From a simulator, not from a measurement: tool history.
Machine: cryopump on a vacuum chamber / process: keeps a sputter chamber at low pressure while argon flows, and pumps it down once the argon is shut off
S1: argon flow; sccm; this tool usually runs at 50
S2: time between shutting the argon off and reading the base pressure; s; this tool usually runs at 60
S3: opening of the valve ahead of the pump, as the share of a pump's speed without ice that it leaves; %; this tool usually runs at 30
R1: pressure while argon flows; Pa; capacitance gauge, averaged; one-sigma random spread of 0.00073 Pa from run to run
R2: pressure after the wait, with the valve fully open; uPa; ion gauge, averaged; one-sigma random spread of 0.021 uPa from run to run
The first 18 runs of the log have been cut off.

Run 19, hour 289.9: usual settings but S1 63 sccm, S2 42 s, S3 50 %. Result: R1 0.1111 Pa, R2 1.39 uPa.
Run 20, hour 307.5: usual settings but S2 87 s. Result: R1 0.1394 Pa, R2 1.09 uPa.
Run 21, hour 328.9: usual settings but S2 87 s. Result: R1 0.1404 Pa, R2 1.09 uPa.
Run 22, hour 338.5: usual settings but S1 100 sccm, S2 121 s, S3 41 %. Result: R1 0.211 Pa, R2 0.99 uPa.
Run 23, hour 348.8: usual settings but S1 51 sccm, S2 91 s. Result: R1 0.1442 Pa, R2 1.1 uPa.
Run 24, hour 362.3: usual settings but S1 36 sccm, S2 20 s. Result: R1 0.1019 Pa, R2 1.95 uPa.
Run 25, hour 372.7: usual settings but S1 43 sccm, S2 197 s, S3 24 %. Result: R1 0.1499 Pa, R2 0.98 uPa.
Run 26, hour 386.7: usual settings but S1 91 sccm, S2 75 s, S3 37 %. Result: R1 0.2121 Pa, R2 1.17 uPa.
Run 27, hour 404.5: usual settings but S1 53 sccm, S2 281 s. Result: R1 0.1481 Pa, R2 0.92 uPa.
Run 28, hour 414.3: usual settings but S1 55 sccm, S2 150 s, S3 53 %. Result: R1 0.0936 Pa, R2 1.06 uPa.
Run 29, hour 429.2: usual settings but S1 25 sccm, S2 25 s. Result: R1 0.0707 Pa, R2 1.77 uPa.
Run 30, hour 449.7: usual settings but S1 74 sccm, S2 51 s, S3 17 %. Result: R1 0.3602 Pa, R2 1.36 uPa.
Run 31, hour 460.7: usual settings but S1 74 sccm, S2 51 s, S3 17 %. Result: R1 0.3586 Pa, R2 1.34 uPa.
Run 32, hour 474.3: usual settings but S3 51 %. Result: R1 0.0875 Pa, R2 1.28 uPa.
Run 33, hour 484.6: usual settings but S3 32 %. Result: R1 0.1353 Pa, R2 1.24 uPa.
Run 34, hour 502.9: usual settings but S2 21 s, S3 26 %. Result: R1 0.1628 Pa, R2 1.94 uPa.

What if the next run were any one of these 3? Each begins from the tool's condition after run 34:
Run A, hour 518.5: usual settings but S2 243 s, S3 20 %. Result: R1 ?, R2 ?.
Run B, hour 518.5: usual settings but S2 182 s, S3 53 %. Result: R1 ?, R2 ?.
Run C, hour 518.5: usual settings but S3 17 %. Result: R1 ?, R2 ?.

run      R1    R2
  A  0.2078  0.97
  B  0.0852  1.08
  C  0.2447  1.25
With no hidden state in the tool, these same runs would have given:
run      R1    R2
  A  0.1967  0.22
  B  0.0741   0.3
  C  0.2336   0.5
